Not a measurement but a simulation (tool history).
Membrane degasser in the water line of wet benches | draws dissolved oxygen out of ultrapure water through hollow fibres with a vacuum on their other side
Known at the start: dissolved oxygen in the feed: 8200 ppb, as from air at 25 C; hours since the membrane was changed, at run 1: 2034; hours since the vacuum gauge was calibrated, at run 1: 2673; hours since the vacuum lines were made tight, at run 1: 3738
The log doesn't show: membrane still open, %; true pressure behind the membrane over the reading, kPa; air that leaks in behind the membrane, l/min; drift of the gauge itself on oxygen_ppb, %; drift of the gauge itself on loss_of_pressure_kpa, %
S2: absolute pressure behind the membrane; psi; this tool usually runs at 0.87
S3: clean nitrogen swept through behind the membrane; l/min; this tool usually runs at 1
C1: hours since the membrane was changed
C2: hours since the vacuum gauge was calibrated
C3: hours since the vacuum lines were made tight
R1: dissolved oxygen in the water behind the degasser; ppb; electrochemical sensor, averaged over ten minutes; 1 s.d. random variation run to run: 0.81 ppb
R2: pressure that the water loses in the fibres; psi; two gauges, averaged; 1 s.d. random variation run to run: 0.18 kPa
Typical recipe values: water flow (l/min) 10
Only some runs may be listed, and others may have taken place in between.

run 1 hour=0 | water_flow_(l/min)=10 S2=0.87 S3=1 | C1=2034 C2=2673 C3=3738 | R1=76.6 R2=4.824
run 2 hour=35.5 | water_flow_(l/min)=10 S2=0.87 S3=1 | C1=2070 C2=2709 C3=3773 | R1=76.2 R2=4.823
run 3 hour=104.3 | water_flow_(l/min)=10 S2=0.87 S3=1 | C1=2139 C2=2777 C3=3842 | R1=74.9 R2=4.782
run 4 hour=147 | water_flow_(l/min)=10 S2=0.87 S3=1 | C1=2181 C2=2820 C3=3885 | R1=74.7 R2=4.783
run 5 hour=213.7 | water_flow_(l/min)=10 S2=0.87 S3=1 | C1=2248 C2=2887 C3=3952 | R1=75.7 R2=4.788
run 6 hour=253.6 | water_flow_(l/min)=10 S2=0.87 S3=1 | C1=2288 C2=2927 C3=3992 | R1=73.8 R2=4.73
run 7 hour=292.4 | water_flow_(l/min)=10 S2=0.87 S3=1 | C1=2327 C2=2965 C3=4030 | R1=74.9 R2=4.811
run 8 hour=348.1 | water_flow_(l/min)=10 S2=0.87 S3=1 | C1=2382 C2=3021 C3=4086 | R1=72.6 R2=4.812
run 9 hour=401.8 | water_flow_(l/min)=10 S2=0.87 S3=1 | C1=2436 C2=3075 C3=4140 | R1=75.3 R2=4.769
-- hour=414.8 vacuum gauge calibrated
run 10 hour=447.8 | water_flow_(l/min)=10 S2=0.87 S3=1 | C1=2482 C2=33 C3=4185 | R1=76.6 R2=4.795
run 11 hour=515 | water_flow_(l/min)=10 S2=0.643 S3=1 | C1=2549 C2=100 C3=4252 | R1=38.2 R2=4.802
run 12 hour=576.4 | water_flow_(l/min)=10 S2=0.643 S3=1 | C1=2610 C2=162 C3=4314 | R1=38.4 R2=4.795
run 13 hour=619.6 | water_flow_(l/min)=10 S2=0.643 S3=1 | C1=2653 C2=205 C3=4357 | R1=39 R2=4.795
run 14 hour=651.9 | water_flow_(l/min)=10 S2=0.643 S3=1 | C1=2686 C2=237 C3=4389 | R1=38.4 R2=4.743
run 15 hour=714.8 | water_flow_(l/min)=10 S2=0.677 S3=1 | C1=2749 C2=300 C3=4452 | R1=43.7 R2=4.717
run 16 hour=775.8 | water_flow_(l/min)=9 S2=0.576 S3=1.58 | C1=2810 C2=361 C3=4513 | R1=16.4 R2=4.273
run 17 hour=830 | water_flow_(l/min)=9 S2=0.576 S3=1.58 | C1=2864 C2=415 C3=4567 | R1=16.5 R2=4.266
run 18 hour=870.1 | water_flow_(l/min)=6 S2=1.317 S3=0.57 | C1=2904 C2=455 C3=4608 | R1=144.7 R2=2.835
run 19 hour=921.3 | water_flow_(l/min)=10 S2=1.974 S3=2 | C1=2955 C2=506 C3=4659 | R1=134.5 R2=4.72
run 20 hour=961 | water_flow_(l/min)=9 S2=1.974 S3=0.45 | C1=2995 C2=546 C3=4698 | R1=451.7 R2=4.283
run 21 hour=998 | water_flow_(l/min)=9 S2=1.974 S3=0.45 | C1=3032 C2=583 C3=4735 | R1=452.5 R2=4.247
run 22 hour=1055.4 | water_flow_(l/min)=10 S2=0.87 S3=1.93 | C1=3089 C2=641 C3=4793 | R1=44.7 R2=4.722
run 23 hour=1119.9 | water_flow_(l/min)=9 S2=1.004 S3=0.93 | C1=3154 C2=705 C3=4857 | R1=90 R2=4.29
run 24 hour=1167 | water_flow_(l/min)=9 S2=1.004 S3=0.93 | C1=3201 C2=752 C3=4904 | R1=91.9 R2=4.284
run 25 hour=1211.2 | water_flow_(l/min)=10 S2=0.658 S3=1.09 | C1=3245 C2=796 C3=4949 | R1=39.7 R2=4.756
run 26 hour=1281.7 | water_flow_(l/min)=10 S2=0.658 S3=1.09 | C1=3315 C2=867 C3=5019 | R1=38 R2=4.734
run 27 hour=1337.2 | water_flow_(l/min)=10 S2=0.825 S3=0.81 | C1=3371 C2=922 C3=5075 | R1=82 R2=4.708

Run by run, hidden condition taken away, random variation retained:
run=1 R2=4.824
run=2 R2=4.825
run=3 R2=4.788
run=4 R2=4.793
run=5 R2=4.802
run=6 R2=4.747
run=7 R2=4.833
run=8 R2=4.837
run=9 R2=4.798
run=10 R2=4.827
run=11 R2=4.84
run=12 R2=4.836
run=13 R2=4.838
run=14 R2=4.789
run=15 R2=4.767
run=16 R2=4.324
run=17 R2=4.321
run=18 R2=2.873
run=19 R2=4.786
run=20 R2=4.347
run=21 R2=4.312
run=22 R2=4.799
run=23 R2=4.364
run=24 R2=4.361
run=25 R2=4.843
run=26 R2=4.828
run=27 R2=4.805
R1: within 0.1 ppb of the measured result in every run.
